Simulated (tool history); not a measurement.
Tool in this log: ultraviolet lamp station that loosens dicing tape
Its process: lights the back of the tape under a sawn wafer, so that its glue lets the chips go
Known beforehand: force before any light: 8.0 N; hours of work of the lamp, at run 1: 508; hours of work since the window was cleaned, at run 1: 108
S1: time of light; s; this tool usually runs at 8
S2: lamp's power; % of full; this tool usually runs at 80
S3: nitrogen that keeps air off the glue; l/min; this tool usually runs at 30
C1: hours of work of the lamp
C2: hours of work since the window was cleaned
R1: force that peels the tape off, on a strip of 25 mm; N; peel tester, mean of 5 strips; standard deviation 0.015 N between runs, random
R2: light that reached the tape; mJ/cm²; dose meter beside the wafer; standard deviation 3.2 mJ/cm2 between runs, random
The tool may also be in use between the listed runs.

Run 1, day 0: usual settings; C1 508; C2 108. Result: R1 1.387 N, R2 348 mJ/cm².
Run 2, day 2.121: usual settings; C1 542; C2 141. Result: R1 1.396 N, R2 344 mJ/cm².
Run 3, day 4.525: usual settings; C1 579; C2 179. Result: R1 1.468 N, R2 325 mJ/cm².
Run 4, day 8.238: usual settings but S3 48 l/min; C1 638; C2 237. Result: R1 1.163 N, R2 311 mJ/cm².
Run 5, day 11.342: usual settings but S3 48 l/min; C1 686; C2 286. Result: R1 1.297 N, R2 296 mJ/cm².
Run 6, day 13.258: usual settings but S2 95 % of full; C1 716; C2 316. Result: R1 1.318 N, R2 346 mJ/cm².
At day 14.9: window cleaned of glue's vapour.
Run 7, day 15: usual settings but S1 9 s, S2 95 % of full; C1 743; C2 2. Result: R1 1.026 N, R2 416 mJ/cm².
Run 8, day 17.192: usual settings but S1 9 s, S2 95 % of full; C1 778; C2 36. Result: R1 1.057 N, R2 398 mJ/cm².
Run 9, day 19.046: usual settings but S2 92 % of full; C1 807; C2 65. Result: R1 1.478 N, R2 333 mJ/cm².
At day 20.692: lamp changed.
Run 10, day 21.633: usual settings but S2 92 % of full; C1 15; C2 105. Result: R1 0.551 N, R2 551 mJ/cm².
Run 11, day 24.492: usual settings; C1 60; C2 150. Result: R1 0.801 N, R2 465 mJ/cm².
Run 12, day 27.483: usual settings; C1 106; C2 197. Result: R1 0.855 N, R2 451 mJ/cm².
Run 13, day 31.254: usual settings but S1 5 s; C1 166; C2 256. Result: R1 1.911 N, R2 272 mJ/cm².
Run 14, day 34.292: usual settings but S1 5 s, S3 16 l/min; C1 213; C2 303. Result: R1 2.716 N, R2 261 mJ/cm².
At day 36.775: window cleaned of glue's vapour.
Run 15, day 37.783: usual settings but S1 5 s, S3 16 l/min; C1 267; C2 16. Result: R1 2.822 N, R2 267 mJ/cm².
Run 16, day 40.688: usual settings but S1 5 s, S3 16 l/min; C1 313; C2 61. Result: R1 3.02 N, R2 262 mJ/cm².
Run 17, day 42.458: usual settings but S1 5 s, S3 16 l/min; C1 341; C2 89. Result: R1 2.859 N, R2 259 mJ/cm².
Run 18, day 45.775: usual settings; C1 393; C2 141. Result: R1 1.064 N, R2 395 mJ/cm².
Run 19, day 48.929: usual settings but S2 82 % of full; C1 442; C2 190. Result: R1 1.115 N, R2 386 mJ/cm².
Run 20, day 52.75: usual settings but S2 86 % of full; C1 502; C2 250. Result: R1 1.115 N, R2 387 mJ/cm².
Run 21, day 56.492: usual settings but S2 62 % of full; C1 561; C2 309. Result: R1 2.055 N, R2 268 mJ/cm².
At day 58.775: window cleaned of glue's vapour.
Run 22, day 60.096: usual settings but S2 62 % of full; C1 617; C2 21. Result: R1 1.961 N, R2 273 mJ/cm².
Run 23, day 63.583: usual settings but S1 5 s, S2 62 % of full, S3 26 l/min; C1 671; C2 75. Result: R1 3.634 N, R2 167 mJ/cm².
Run 24, day 67.421: usual settings but S1 11 s, S2 79 % of full, S3 56 l/min; C1 732; C2 136. Result: R1 0.563 N, R2 440 mJ/cm².
Run 25, day 71.446: usual settings but S1 11 s, S2 79 % of full, S3 56 l/min; C1 795; C2 199. Result: R1 0.627 N, R2 415 mJ/cm².
At day 74.058: lamp changed.
Run 26, day 74.746: usual settings but S1 11 s, S2 79 % of full, S3 56 l/min; C1 11; C2 250. Result: R1 0.258 N, R2 636 mJ/cm².
Run 27, day 76.946: usual settings but S1 11 s, S2 66 % of full, S3 23 l/min; C1 45; C2 284. Result: R1 0.828 N, R2 509 mJ/cm².
Run 28, day 80.404: usual settings but S1 11 s, S2 69 % of full; C1 99; C2 338. Result: R1 0.637 N, R2 516 mJ/cm².
At day 80.775: window cleaned of glue's vapour.
Run 29, day 84.479: usual settings but S1 11 s, S2 69 % of full; C1 163; C2 58. Result: R1 0.613 N, R2 525 mJ/cm².
Run 30, day 86.842: usual settings but S1 13 s, S2 78 % of full, S3 10 l/min; C1 200; C2 95. Result: R1 0.991 N, R2 683 mJ/cm².
Run 31, day 90.471: usual settings but S1 15 s, S2 99 % of full, S3 16 l/min; C1 257; C2 152. Result: R1 0.295 N, R2 958 mJ/cm².
Run 32, day 93.896: usual settings but S1 15 s, S2 99 % of full, S3 16 l/min; C1 310; C2 206. Result: R1 0.339 N, R2 926 mJ/cm².
Run 33, day 95.671: usual settings but S1 13 s, S2 92 % of full; C1 338; C2 233. Result: R1 0.302 N, R2 732 mJ/cm².
Run 34, day 99.325: usual settings but S1 15 s, S2 66 % of full, S3 28 l/min; C1 396; C2 291. Result: R1 0.526 N, R2 576 mJ/cm².
Run 35, day 101.646: usual settings but S1 11 s, S2 84 % of full, S3 59 l/min; C1 432; C2 327. Result: R1 0.361 N, R2 531 mJ/cm².
At day 102.592: window cleaned of glue's vapour.
Run 36, day 105.417: usual settings but S1 15 s, S2 62 % of full, S3 11 l/min; C1 491; C2 44. Result: R1 1.364 N, R2 548 mJ/cm².
Run 37, day 107.971: usual settings but S2 74 % of full, S3 60 l/min; C1 531; C2 84. Result: R1 0.91 N, R2 338 mJ/cm².
Run 38, day 111.525: usual settings but S2 66 % of full, S3 28 l/min; C1 586; C2 140. Result: R1 1.918 N, R2 286 mJ/cm².
Run 39, day 115.546: usual settings but S2 66 % of full, S3 28 l/min; C1 649; C2 203. Result: R1 2.06 N, R2 276 mJ/cm².
Run 40, day 118.612: usual settings but S1 4 s, S2 93 % of full, S3 16 l/min; C1 698; C2 251. Result: R1 3.874 N, R2 183 mJ/cm².
Run 41, day 122.425: usual settings but S1 4 s, S2 93 % of full, S3 16 l/min; C1 757; C2 311. Result: R1 3.924 N, R2 178 mJ/cm².
At day 124.442: window cleaned of glue's vapour.
Run 42, day 125.804: usual settings but S3 33 l/min; C1 810; C2 21. Result: R1 1.564 N, R2 302 mJ/cm².

Hidden state at the last listed run before each entry between runs and at the first one after, where it differs:
After run 6, before run 7: window cleaned of glue's vapour (day 14.9)
  lamp's light, % of a new lamp's: 63.1 -> 61.9; light that the window lets through, % of a clean one's: 92.7 -> 99.9
  measured value less the no-hidden-state value, R1: +0.862 -> +0.65 N; R2: -245 -> -256 mJ/cm²
After run 9, before run 10: lamp changed (day 20.692)
  lamp's light, % of a new lamp's: 59 -> 98.6; light that the window lets through, % of a clean one's: 98.8 -> 98
  measured value less the no-hidden-state value, R1: +0.959 -> +0.039 N; R2: -238 -> -19 mJ/cm²
After run 14, before run 15: window cleaned of glue's vapour (day 36.775)
  lamp's light, % of a new lamp's: 89.4 -> 87.2; light that the window lets through, % of a clean one's: 94.4 -> 98.9
  measured value less the no-hidden-state value, R1: +0.464 -> +0.43 N; R2: -49 -> -42 mJ/cm²
After run 21, before run 22: window cleaned of glue's vapour (day 58.775)
  lamp's light, % of a new lamp's: 74 -> 71.7; light that the window lets through, % of a clean one's: 93.8 -> 99
  measured value less the no-hidden-state value, R1: +0.894 -> +0.817 N; R2: -117 -> -112 mJ/cm²
After run 25, before run 26: lamp changed (day 74.058)
  lamp's light, % of a new lamp's: 63.5 -> 98.1; light that the window lets through, % of a clean one's: 95.8 -> 94.9
  measured value less the no-hidden-state value, R1: +0.404 -> +0.03 N; R2: -266 -> -48 mJ/cm²
After run 28, before run 29: window cleaned of glue's vapour (day 80.775)
  lamp's light, % of a new lamp's: 94.1 -> 91.3; light that the window lets through, % of a clean one's: 93.4 -> 97.8
  measured value less the no-hidden-state value, R1: +0.155 -> +0.132 N; R2: -71 -> -63 mJ/cm²
After run 35, before run 36: window cleaned of glue's vapour (day 102.592)
  lamp's light, % of a new lamp's: 79 -> 76.2; light that the window lets through, % of a clean one's: 93.1 -> 99.2
  measured value less the no-hidden-state value, R1: +0.153 -> +0.56 N; R2: -190 -> -177 mJ/cm²
After run 41, before run 42: window cleaned of glue's vapour (day 124.442)
  lamp's light, % of a new lamp's: 64.5 -> 62.2; light that the window lets through, % of a clean one's: 94.5 -> 98.1
  measured value less the no-hidden-state value, R1: +1.399 -> +0.939 N; R2: -114 -> -193 mJ/cm²

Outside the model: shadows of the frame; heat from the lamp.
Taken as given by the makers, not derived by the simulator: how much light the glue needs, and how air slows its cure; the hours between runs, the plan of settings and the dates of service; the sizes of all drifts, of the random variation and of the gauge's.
